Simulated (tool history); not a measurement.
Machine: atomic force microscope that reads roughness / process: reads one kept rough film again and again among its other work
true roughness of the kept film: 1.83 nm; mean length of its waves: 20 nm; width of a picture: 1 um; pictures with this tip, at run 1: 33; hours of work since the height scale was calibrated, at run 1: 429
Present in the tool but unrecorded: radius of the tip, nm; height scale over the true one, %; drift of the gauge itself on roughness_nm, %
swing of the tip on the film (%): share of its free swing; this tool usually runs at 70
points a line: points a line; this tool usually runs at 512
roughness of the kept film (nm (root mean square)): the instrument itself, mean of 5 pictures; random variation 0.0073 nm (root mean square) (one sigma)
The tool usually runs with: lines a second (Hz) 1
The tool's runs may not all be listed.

| run | hour | lines a second (Hz) | swing of the tip on the film (%) | points a line | pictures with this tip | hours of work since the height scale was calibrated | roughness of the kept film (nm (root mean square)) |
|---|---|---|---|---|---|---|---|
| 1 | 0 | 1 | 70 | 512 | 33 | 429 | 1.425 |
| 2 | 19.9 | 1 | 70 | 512 | 51 | 439 | 1.385 |
| 3 | 47.2 | 1 | 70 | 512 | 75 | 452 | 1.334 |
|  | 64.4 | new tip fitted |
| 4 | 71 | 1 | 70 | 512 | 6 | 463 | 1.488 |
| 5 | 84.7 | 1 | 70 | 663 | 18 | 470 | 1.483 |
| 6 | 112.5 | 1 | 70 | 663 | 42 | 484 | 1.424 |
| 7 | 130.9 | 1 | 70 | 663 | 59 | 493 | 1.383 |
| 8 | 153.1 | 1 | 70 | 663 | 79 | 503 | 1.355 |
|  | 166.6 | new tip fitted |
| 9 | 178.4 | 1 | 70 | 663 | 11 | 515 | 1.474 |
| 10 | 199.9 | 1 | 70 | 663 | 30 | 526 | 1.441 |
| 11 | 211.8 | 1 | 70 | 663 | 40 | 532 | 1.42 |
| 12 | 227.3 | 1 | 70 | 663 | 54 | 539 | 1.393 |
| 13 | 241.1 | 1 | 69 | 871 | 66 | 546 | 1.373 |
| 14 | 256.3 | 0.51 | 69 | 647 | 80 | 553 | 1.375 |
|  | 268.2 | new tip fitted |
| 15 | 275.9 | 0.51 | 67 | 355 | 7 | 562 | 1.525 |
| 16 | 304 | 3.9 | 70 | 355 | 32 | 576 | 1.24 |
| 17 | 325.4 | 1 | 84 | 629 | 51 | 587 | 1.314 |
| 18 | 338.7 | 1 | 84 | 629 | 63 | 593 | 1.301 |
| 19 | 366.8 | 1 | 70 | 544 | 88 | 607 | 1.32 |
|  | 370.8 | new tip fitted |
| 20 | 382.4 | 0.6 | 86 | 360 | 10 | 614 | 1.456 |
| 21 | 402.8 | 0.6 | 86 | 360 | 28 | 624 | 1.413 |
| 22 | 420.3 | 0.6 | 86 | 360 | 44 | 632 | 1.383 |
| 23 | 444.4 | 0.9 | 69 | 735 | 65 | 644 | 1.383 |

Here are 5 independent what-if runs from the current tool condition. What would each one return?
| A | 467.4 | 3.93 | 80 | 512 | 86 | 655 | ? |
| B | 467.4 | 0.9 | 72 | 626 | 86 | 655 | ? |
| C | 467.4 | 0.83 | 88 | 405 | 86 | 655 | ? |
| D | 467.4 | 2.43 | 63 | 512 | 86 | 655 | ? |
| E | 467.4 | 0.86 | 73 | 280 | 86 | 655 | ? |

| run | roughness of the kept film (nm (root mean square)) |
|---|---|
| A | 1.02 |
| B | 1.327 |
| C | 1.253 |
| D | 1.289 |
| E | 1.295 |
What these runs would have given with no unlogged condition in the tool:
| run | roughness of the kept film (nm (root mean square)) |
|---|---|
| A | 1.173 |
| B | 1.527 |
| C | 1.443 |
| D | 1.484 |
| E | 1.491 |
